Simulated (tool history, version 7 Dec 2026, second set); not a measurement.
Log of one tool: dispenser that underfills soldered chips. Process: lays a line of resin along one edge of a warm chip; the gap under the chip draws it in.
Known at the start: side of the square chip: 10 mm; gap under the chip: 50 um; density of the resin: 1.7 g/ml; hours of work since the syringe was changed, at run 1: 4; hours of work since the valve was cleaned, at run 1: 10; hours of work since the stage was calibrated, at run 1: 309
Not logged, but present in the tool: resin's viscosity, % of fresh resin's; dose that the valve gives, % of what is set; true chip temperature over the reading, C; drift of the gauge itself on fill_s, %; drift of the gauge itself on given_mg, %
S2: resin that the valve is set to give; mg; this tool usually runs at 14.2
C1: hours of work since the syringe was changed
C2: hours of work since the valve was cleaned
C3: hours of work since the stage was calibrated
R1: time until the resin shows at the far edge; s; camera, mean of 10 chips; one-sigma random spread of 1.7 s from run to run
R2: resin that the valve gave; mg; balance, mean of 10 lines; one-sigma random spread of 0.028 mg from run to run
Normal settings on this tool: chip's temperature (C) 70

run 1 day=0.000 | chip's_temperature_(C)=70 S2=14.2 | C1=4 C2=10 C3=309 | R1=173.4 R2=14.13
-- day=0.300 new syringe of resin
run 2 day=0.325 | chip's_temperature_(C)=70 S2=14.2 | C1=0 C2=16 C3=314 | R1=151.1 R2=14.02
run 3 day=0.633 | chip's_temperature_(C)=70 S2=14.2 | C1=6 C2=21 C3=320 | R1=194.9 R2=14.02
-- day=0.796 new syringe of resin
run 4 day=0.833 | chip's_temperature_(C)=70 S2=14.2 | C1=1 C2=25 C3=323 | R1=149.0 R2=13.99
run 5 day=1.183 | chip's_temperature_(C)=65 S2=14.2 | C1=7 C2=31 C3=330 | R1=253.9 R2=13.92
-- day=1.296 new syringe of resin
run 6 day=1.621 | chip's_temperature_(C)=70 S2=14.2 | C1=6 C2=39 C3=338 | R1=198.3 R2=13.91
-- day=1.788 new syringe of resin
run 7 day=1.942 | chip's_temperature_(C)=70 S2=14.2 | C1=3 C2=44 C3=343 | R1=168.5 R2=13.89
run 8 day=2.150 | chip's_temperature_(C)=85 S2=14.2 | C1=7 C2=48 C3=347 | R1=99.9 R2=13.82
-- day=2.304 new syringe of resin
run 9 day=2.396 | chip's_temperature_(C)=85 S2=14.2 | C1=2 C2=52 C3=351 | R1=78.1 R2=13.80
-- day=2.804 new syringe of resin
-- day=2.900 stage's temperature calibrated
run 10 day=2.900 | chip's_temperature_(C)=68 S2=14.2 | C1=1 C2=61 C3=0 | R1=191.4 R2=13.74
run 11 day=3.254 | chip's_temperature_(C)=68 S2=14.2 | C1=7 C2=67 C3=6 | R1=263.2 R2=13.72
-- day=3.358 new syringe of resin
run 12 day=3.717 | chip's_temperature_(C)=68 S2=14.2 | C1=6 C2=75 C3=15 | R1=251.8 R2=13.70
-- day=3.879 new syringe of resin
-- day=4.104 dispensing valve cleaned and set on the balance
run 13 day=4.200 | chip's_temperature_(C)=68 S2=14.2 | C1=5 C2=2 C3=22 | R1=229.6 R2=14.21
-- day=4.412 new syringe of resin
run 14 day=4.604 | chip's_temperature_(C)=70 S2=14.2 | C1=3 C2=9 C3=29 | R1=193.2 R2=14.14
run 15 day=4.829 | chip's_temperature_(C)=70 S2=14.2 | C1=8 C2=13 C3=34 | R1=236.5 R2=14.14
-- day=4.925 new syringe of resin
run 16 day=5.075 | chip's_temperature_(C)=70 S2=14.3 | C1=3 C2=17 C3=38 | R1=185.3 R2=14.17
run 17 day=5.362 | chip's_temperature_(C)=70 S2=14.3 | C1=8 C2=22 C3=43 | R1=233.6 R2=14.13
-- day=5.429 new syringe of resin
run 18 day=5.604 | chip's_temperature_(C)=70 S2=16.2 | C1=3 C2=27 C3=47 | R1=190.3 R2=16.00
run 19 day=5.808 | chip's_temperature_(C)=65 S2=12.7 | C1=7 C2=30 C3=51 | R1=294.6 R2=12.51
-- day=5.954 new syringe of resin
run 20 day=6.017 | chip's_temperature_(C)=62 S2=17.9 | C1=1 C2=34 C3=54 | R1=258.8 R2=17.66
-- day=6.467 new syringe of resin
run 21 day=6.479 | chip's_temperature_(C)=57 S2=15.5 | C1=0 C2=42 C3=63 | R1=321.6 R2=15.18
run 22 day=6.829 | chip's_temperature_(C)=57 S2=15.5 | C1=7 C2=48 C3=69 | R1=430.2 R2=15.11
-- day=6.983 new syringe of resin
run 23 day=7.125 | chip's_temperature_(C)=66 S2=12.4 | C1=3 C2=53 C3=74 | R1=228.3 R2=12.08
-- day=7.483 new syringe of resin
run 24 day=7.483 | chip's_temperature_(C)=66 S2=12.4 | C1=0 C2=60 C3=80 | R1=204.2 R2=12.07
run 25 day=7.875 | chip's_temperature_(C)=66 S2=12.4 | C1=7 C2=67 C3=87 | R1=284.4 R2=11.94
-- day=7.979 new syringe of resin
run 26 day=8.325 | chip's_temperature_(C)=66 S2=12.4 | C1=6 C2=75 C3=95 | R1=263.0 R2=11.90
-- day=8.492 new syringe of resin
-- day=8.746 dispensing valve cleaned and set on the balance
run 27 day=8.829 | chip's_temperature_(C)=79 S2=15.8 | C1=5 C2=1 C3=104 | R1=131.3 R2=15.82
-- day=9.046 new syringe of resin
run 28 day=9.296 | chip's_temperature_(C)=78 S2=12.4 | C1=4 C2=10 C3=112 | R1=137.5 R2=12.36
run 29 day=9.512 | chip's_temperature_(C)=65 S2=18.2 | C1=8 C2=14 C3=116 | R1=304.7 R2=18.12
-- day=9.550 new syringe of resin
run 30 day=9.975 | chip's_temperature_(C)=65 S2=18.2 | C1=8 C2=22 C3=124 | R1=285.6 R2=18.09
-- day=10.046 new syringe of resin
run 31 day=10.317 | chip's_temperature_(C)=73 S2=13.0 | C1=5 C2=28 C3=130 | R1=173.2 R2=12.79
-- day=10.550 new syringe of resin
run 32 day=10.658 | chip's_temperature_(C)=59 S2=13.0 | C1=2 C2=34 C3=136 | R1=311.1 R2=12.79
-- day=11.050 new syringe of resin
run 33 day=11.104 | chip's_temperature_(C)=59 S2=13.0 | C1=1 C2=42 C3=144 | R1=292.9 R2=12.77
run 34 day=11.296 | chip's_temperature_(C)=70 S2=18.0 | C1=4 C2=45 C3=147 | R1=192.3 R2=17.59
run 35 day=11.488 | chip's_temperature_(C)=70 S2=18.0 | C1=8 C2=49 C3=151 | R1=225.4 R2=17.57
-- day=11.550 new syringe of resin
run 36 day=11.850 | chip's_temperature_(C)=70 S2=18.0 | C1=5 C2=55 C3=157 | R1=196.6 R2=17.51

Entry by entry between the runs, the difference in hidden state between the last listed run before and the first listed run after:
In the gap between runs 1 and 2: new syringe of resin (day 0.300)
  resin's viscosity, % of fresh resin's: 119.4 -> 102.7; dose that the valve gives, % of what is set: 99.28 -> 99; true chip temperature over the reading, C: 2.56 -> 2.6
  measured value less the no-hidden-state value, R1: +8.6 -> -16.3 s; R2: -0.10 -> -0.14 mg
In the gap between runs 3 and 4: new syringe of resin (day 0.796)
  resin's viscosity, % of fresh resin's: 133.4 -> 100.5; dose that the valve gives, % of what is set: 98.73 -> 98.57; true chip temperature over the reading, C: 2.64 -> 2.66
  measured value less the no-hidden-state value, R1: +28.5 -> -20.2 s; R2: -0.18 -> -0.20 mg
In the gap between runs 5 and 6: new syringe of resin (day 1.296)
  resin's viscosity, % of fresh resin's: 135.6 -> 133.9; dose that the valve gives, % of what is set: 98.25 -> 97.89; true chip temperature over the reading, C: 2.71 -> 2.76
  measured value less the no-hidden-state value, R1: +39.1 -> +28.6 s; R2: -0.25 -> -0.30 mg
In the gap between runs 6 and 7: new syringe of resin (day 1.788)
  resin's viscosity, % of fresh resin's: 133.9 -> 114.8; dose that the valve gives, % of what is set: 97.89 -> 97.59; true chip temperature over the reading, C: 2.76 -> 2.8
  measured value less the no-hidden-state value, R1: +28.6 -> +0.2 s; R2: -0.30 -> -0.34 mg
In the gap between runs 8 and 9: new syringe of resin (day 2.304)
  resin's viscosity, % of fresh resin's: 137 -> 108.4; dose that the valve gives, % of what is set: 97.38 -> 97.17; true chip temperature over the reading, C: 2.82 -> 2.85
  measured value less the no-hidden-state value, R1: +17.1 -> -3.7 s; R2: -0.37 -> -0.41 mg
In the gap between runs 9 and 10: new syringe of resin (day 2.804); stage's temperature calibrated (day 2.900)
  resin's viscosity, % of fresh resin's: 108.4 -> 103.8; dose that the valve gives, % of what is set: 97.17 -> 96.77; true chip temperature over the reading, C: 2.85 -> 0.42
  measured value less the no-hidden-state value, R1: -3.7 -> +3.7 s; R2: -0.41 -> -0.46 mg
In the gap between runs 11 and 12: new syringe of resin (day 3.358)
  resin's viscosity, % of fresh resin's: 140.3 -> 137.6; dose that the valve gives, % of what is set: 96.44 -> 96.06; true chip temperature over the reading, C: 0.46 -> 0.51
  measured value less the no-hidden-state value, R1: +72.0 -> +64.7 s; R2: -0.50 -> -0.56 mg
In the gap between runs 12 and 13: new syringe of resin (day 3.879); dispensing valve cleaned and set on the balance (day 4.104)
  resin's viscosity, % of fresh resin's: 137.6 -> 125.6; dose that the valve gives, % of what is set: 96.06 -> 99.92; true chip temperature over the reading, C: 0.51 -> 0.56
  measured value less the no-hidden-state value, R1: +64.7 -> +41.5 s; R2: -0.56 -> -0.02 mg
In the gap between runs 13 and 14: new syringe of resin (day 4.412)
  resin's viscosity, % of fresh resin's: 125.6 -> 117.3; dose that the valve gives, % of what is set: 99.92 -> 99.56; true chip temperature over the reading, C: 0.56 -> 0.61
  measured value less the no-hidden-state value, R1: +41.5 -> +23.4 s; R2: -0.02 -> -0.06 mg
In the gap between runs 15 and 16: new syringe of resin (day 4.925)
  resin's viscosity, % of fresh resin's: 142.3 -> 112.6; dose that the valve gives, % of what is set: 99.34 -> 99.14; true chip temperature over the reading, C: 0.65 -> 0.68
  measured value less the no-hidden-state value, R1: +65.0 -> +15.1 s; R2: -0.09 -> -0.12 mg
In the gap between runs 17 and 18: new syringe of resin (day 5.429)
  resin's viscosity, % of fresh resin's: 144 -> 115.9; dose that the valve gives, % of what is set: 98.89 -> 98.67; true chip temperature over the reading, C: 0.71 -> 0.74
  measured value less the no-hidden-state value, R1: +65.8 -> +20.0 s; R2: -0.16 -> -0.22 mg
In the gap between runs 19 and 20: new syringe of resin (day 5.954)
  resin's viscosity, % of fresh resin's: 138.2 -> 106.6; dose that the valve gives, % of what is set: 98.51 -> 98.35; true chip temperature over the reading, C: 0.77 -> 0.79
  measured value less the no-hidden-state value, R1: +73.6 -> +5.8 s; R2: -0.19 -> -0.30 mg
In the gap between runs 20 and 21: new syringe of resin (day 6.467)
  resin's viscosity, % of fresh resin's: 106.6 -> 101.2; dose that the valve gives, % of what is set: 98.35 -> 97.94; true chip temperature over the reading, C: 0.79 -> 0.84
  measured value less the no-hidden-state value, R1: +5.8 -> -10.6 s; R2: -0.30 -> -0.32 mg
In the gap between runs 22 and 23: new syringe of resin (day 6.983)
  resin's viscosity, % of fresh resin's: 136.6 -> 113.2; dose that the valve gives, % of what is set: 97.62 -> 97.37; true chip temperature over the reading, C: 0.88 -> 0.92
  measured value less the no-hidden-state value, R1: +100.1 -> +18.0 s; R2: -0.37 -> -0.33 mg
In the gap between runs 23 and 24: new syringe of resin (day 7.483)
  resin's viscosity, % of fresh resin's: 113.2 -> 100; dose that the valve gives, % of what is set: 97.37 -> 97.07; true chip temperature over the reading, C: 0.92 -> 0.96
  measured value less the no-hidden-state value, R1: +18.0 -> -9.0 s; R2: -0.33 -> -0.36 mg
In the gap between runs 25 and 26: new syringe of resin (day 7.979)
  resin's viscosity, % of fresh resin's: 139.8 -> 132.9; dose that the valve gives, % of what is set: 96.71 -> 96.35; true chip temperature over the reading, C: 1.01 -> 1.06
  measured value less the no-hidden-state value, R1: +71.4 -> +55.5 s; R2: -0.40 -> -0.45 mg
In the gap between runs 26 and 27: new syringe of resin (day 8.492); dispensing valve cleaned and set on the balance (day 8.746)
  resin's viscosity, % of fresh resin's: 132.9 -> 127.4; dose that the valve gives, % of what is set: 96.35 -> 99.96; true chip temperature over the reading, C: 1.06 -> 1.12
  measured value less the no-hidden-state value, R1: +55.5 -> +22.5 s; R2: -0.45 -> -0.01 mg
In the gap between runs 27 and 28: new syringe of resin (day 9.046)
  resin's viscosity, % of fresh resin's: 127.4 -> 123.9; dose that the valve gives, % of what is set: 99.96 -> 99.53; true chip temperature over the reading, C: 1.12 -> 1.18
  measured value less the no-hidden-state value, R1: +22.5 -> +20.3 s; R2: -0.01 -> -0.06 mg
In the gap between runs 29 and 30: new syringe of resin (day 9.550)
  resin's viscosity, % of fresh resin's: 149.1 -> 142.2; dose that the valve gives, % of what is set: 99.34 -> 98.91; true chip temperature over the reading, C: 1.21 -> 1.26
  measured value less the no-hidden-state value, R1: +87.3 -> +71.2 s; R2: -0.12 -> -0.20 mg
In the gap between runs 30 and 31: new syringe of resin (day 10.046)
  resin's viscosity, % of fresh resin's: 142.2 -> 124.7; dose that the valve gives, % of what is set: 98.91 -> 98.63; true chip temperature over the reading, C: 1.26 -> 1.3
  measured value less the no-hidden-state value, R1: +71.2 -> +25.4 s; R2: -0.20 -> -0.18 mg
In the gap between runs 31 and 32: new syringe of resin (day 10.550)
  resin's viscosity, % of fresh resin's: 124.7 -> 111.2; dose that the valve gives, % of what is set: 98.63 -> 98.32; true chip temperature over the reading, C: 1.3 -> 1.34
  measured value less the no-hidden-state value, R1: +25.4 -> +11.3 s; R2: -0.18 -> -0.21 mg
In the gap between runs 32 and 33: new syringe of resin (day 11.050)
  resin's viscosity, % of fresh resin's: 111.2 -> 104.5; dose that the valve gives, % of what is set: 98.32 -> 97.95; true chip temperature over the reading, C: 1.34 -> 1.4
  measured value less the no-hidden-state value, R1: +11.3 -> -8.4 s; R2: -0.21 -> -0.27 mg
In the gap between runs 35 and 36: new syringe of resin (day 11.550)
  resin's viscosity, % of fresh resin's: 144.9 -> 128.8; dose that the valve gives, % of what is set: 97.64 -> 97.35; true chip temperature over the reading, C: 1.45 -> 1.49
  measured value less the no-hidden-state value, R1: +58.3 -> +32.2 s; R2: -0.42 -> -0.47 mg
